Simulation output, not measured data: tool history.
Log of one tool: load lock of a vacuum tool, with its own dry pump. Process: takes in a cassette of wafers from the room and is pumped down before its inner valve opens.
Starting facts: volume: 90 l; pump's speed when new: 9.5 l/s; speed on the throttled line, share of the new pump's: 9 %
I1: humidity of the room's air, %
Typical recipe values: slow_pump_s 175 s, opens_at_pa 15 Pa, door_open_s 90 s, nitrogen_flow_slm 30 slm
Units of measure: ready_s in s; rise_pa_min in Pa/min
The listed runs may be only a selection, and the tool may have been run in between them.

run 1 hour=0 | slow_pump_s=175 opens_at_pa=15 door_open_s=90 nitrogen_flow_slm=30 | I1=45.6 | ready_s=248 rise_pa_min=0.369
run 2 hour=311.2 | slow_pump_s=175 opens_at_pa=15 door_open_s=90 nitrogen_flow_slm=30 | I1=44 | ready_s=248 rise_pa_min=0.401
run 3 hour=583.9 | slow_pump_s=175 opens_at_pa=15 door_open_s=90 nitrogen_flow_slm=30 | I1=46.3 | ready_s=248 rise_pa_min=0.437
run 4 hour=893.6 | slow_pump_s=175 opens_at_pa=15 door_open_s=90 nitrogen_flow_slm=30 | I1=47 | ready_s=248.1 rise_pa_min=0.459
run 5 hour=1123.2 | slow_pump_s=175 opens_at_pa=15 door_open_s=90 nitrogen_flow_slm=30 | I1=46.9 | ready_s=248.3 rise_pa_min=0.496
run 6 hour=1515.9 | slow_pump_s=175 opens_at_pa=15 door_open_s=90 nitrogen_flow_slm=30 | I1=43.5 | ready_s=249 rise_pa_min=0.551
run 7 hour=1691.5 | slow_pump_s=175 opens_at_pa=15 door_open_s=90 nitrogen_flow_slm=30 | I1=47.2 | ready_s=249 rise_pa_min=0.579
run 8 hour=2012 | slow_pump_s=175 opens_at_pa=15 door_open_s=90 nitrogen_flow_slm=15 | I1=46.8 | ready_s=249.7 rise_pa_min=0.623
run 9 hour=2187.8 | slow_pump_s=175 opens_at_pa=21 door_open_s=90 nitrogen_flow_slm=30 | I1=45.4 | ready_s=245.9 rise_pa_min=0.644
-- hour=2336.8 door's seal changed, seat wiped
run 10 hour=2407.2 | slow_pump_s=175 opens_at_pa=21 door_open_s=90 nitrogen_flow_slm=30 | I1=41.3 | ready_s=245.7 rise_pa_min=0.02
run 11 hour=2768 | slow_pump_s=175 opens_at_pa=25 door_open_s=90 nitrogen_flow_slm=30 | I1=47.1 | ready_s=244.4 rise_pa_min=0.032
run 12 hour=3111.3 | slow_pump_s=175 opens_at_pa=25 door_open_s=90 nitrogen_flow_slm=30 | I1=44.8 | ready_s=244.5 rise_pa_min=0.037
run 13 hour=3419.4 | slow_pump_s=175 opens_at_pa=25 door_open_s=90 nitrogen_flow_slm=30 | I1=47.6 | ready_s=244.7 rise_pa_min=0.061
run 14 hour=3753.5 | slow_pump_s=175 opens_at_pa=25 door_open_s=90 nitrogen_flow_slm=30 | I1=40.8 | ready_s=245 rise_pa_min=0.069
run 15 hour=3997.5 | slow_pump_s=175 opens_at_pa=11 door_open_s=90 nitrogen_flow_slm=30 | I1=46.4 | ready_s=253.8 rise_pa_min=0.088
run 16 hour=4334.2 | slow_pump_s=175 opens_at_pa=11 door_open_s=90 nitrogen_flow_slm=30 | I1=46.6 | ready_s=255.2 rise_pa_min=0.107
run 17 hour=4500.8 | slow_pump_s=175 opens_at_pa=11 door_open_s=90 nitrogen_flow_slm=30 | I1=43.7 | ready_s=254.2 rise_pa_min=0.115
run 18 hour=4712.1 | slow_pump_s=175 opens_at_pa=23 door_open_s=90 nitrogen_flow_slm=30 | I1=44.1 | ready_s=246.3 rise_pa_min=0.13
run 19 hour=5020.2 | slow_pump_s=107 opens_at_pa=12 door_open_s=90 nitrogen_flow_slm=30 | I1=44 | ready_s=192.8 rise_pa_min=0.156
run 20 hour=5350 | slow_pump_s=278 opens_at_pa=18 door_open_s=160 nitrogen_flow_slm=13 | I1=46.3 | ready_s=343.1 rise_pa_min=0.206
-- hour=5488.3 dry pump taken out, an overhauled one fitted
run 21 hour=5600.6 | slow_pump_s=278 opens_at_pa=18 door_open_s=160 nitrogen_flow_slm=13 | I1=45.5 | ready_s=336.8 rise_pa_min=0.224
run 22 hour=5924.1 | slow_pump_s=278 opens_at_pa=10 door_open_s=31 nitrogen_flow_slm=5 | I1=44.1 | ready_s=341.8 rise_pa_min=0.24
run 23 hour=6203.6 | slow_pump_s=236 opens_at_pa=20 door_open_s=90 nitrogen_flow_slm=44 | I1=45.1 | ready_s=297.7 rise_pa_min=0.272
run 24 hour=6383.2 | slow_pump_s=236 opens_at_pa=20 door_open_s=90 nitrogen_flow_slm=44 | I1=45.6 | ready_s=297 rise_pa_min=0.297
run 25 hour=6735.6 | slow_pump_s=99 opens_at_pa=20 door_open_s=90 nitrogen_flow_slm=40 | I1=42.3 | ready_s=172.4 rise_pa_min=0.338
run 26 hour=6979.6 | slow_pump_s=175 opens_at_pa=25 door_open_s=57 nitrogen_flow_slm=30 | I1=44.5 | ready_s=239.5 rise_pa_min=0.353
run 27 hour=7356.5 | slow_pump_s=175 opens_at_pa=25 door_open_s=57 nitrogen_flow_slm=30 | I1=43.6 | ready_s=240.5 rise_pa_min=0.404
run 28 hour=7757.3 | slow_pump_s=175 opens_at_pa=21 door_open_s=27 nitrogen_flow_slm=38 | I1=43.3 | ready_s=242.4 rise_pa_min=0.458
run 29 hour=8112.9 | slow_pump_s=175 opens_at_pa=21 door_open_s=27 nitrogen_flow_slm=38 | I1=46.4 | ready_s=242.7 rise_pa_min=0.493
run 30 hour=8431.3 | slow_pump_s=282 opens_at_pa=23 door_open_s=166 nitrogen_flow_slm=5 | I1=46.3 | ready_s=339.2 rise_pa_min=0.574
run 31 hour=8760.7 | slow_pump_s=185 opens_at_pa=15 door_open_s=49 nitrogen_flow_slm=30 | I1=42.1 | ready_s=254.6 rise_pa_min=0.589
run 32 hour=9035.3 | slow_pump_s=204 opens_at_pa=15 door_open_s=90 nitrogen_flow_slm=14 | I1=41.4 | ready_s=272.4 rise_pa_min=0.648
-- hour=9077.9 door's seal changed, seat wiped
run 33 hour=9253.5 | slow_pump_s=334 opens_at_pa=15 door_open_s=90 nitrogen_flow_slm=5 | I1=44.3 | ready_s=390 rise_pa_min=0.034
run 34 hour=9562.4 | slow_pump_s=175 opens_at_pa=15 door_open_s=51 nitrogen_flow_slm=30 | I1=42.5 | ready_s=247.4 rise_pa_min=0.03
run 35 hour=9868.8 | slow_pump_s=291 opens_at_pa=15 door_open_s=78 nitrogen_flow_slm=10 | I1=44.2 | ready_s=352.9 rise_pa_min=0.051
run 36 hour=10073 | slow_pump_s=93 opens_at_pa=14 door_open_s=37 nitrogen_flow_slm=6 | I1=44.5 | ready_s=172.9 rise_pa_min=0.049

Pick out some run-to-run changes in ready_s. Of each, how much would a tool without hidden state show as well, from the settings, what came in and chance, and how much is left for the hidden state and any gauge scatter not in both results compared?
Hidden state at play: pump's speed, % of a new pump's; leak at the door's seal, Pa l/s; drift of the gauge itself on ready_s, %; drift of the gauge itself on rise_pa_min, %.
Run 18 -> 19: slow_pump_s 175 -> 107, opens_at_pa 23 -> 12. ready_s -53.5 s: hidden state +1.8, all else -55.3.
Run 19 -> 20: slow_pump_s 107 -> 278, opens_at_pa 12 -> 18, door_open_s 90 -> 160, nitrogen_flow_slm 30 -> 13. ready_s +150.3 s: hidden state -1.9, all else +152.2.
Run 20 -> 21: dry pump taken out, an overhauled one fitted. ready_s -6.3 s: hidden state -6.8, all else +0.5.
Run 33 -> 34: slow_pump_s 334 -> 175, door_open_s 90 -> 51, nitrogen_flow_slm 5 -> 30. ready_s -142.6 s: hidden state +0.8, all else -143.4.
Run 35 -> 36: slow_pump_s 291 -> 93, opens_at_pa 15 -> 14, door_open_s 78 -> 37, nitrogen_flow_slm 10 -> 6. ready_s -180 s: hidden state +1, all else -181.
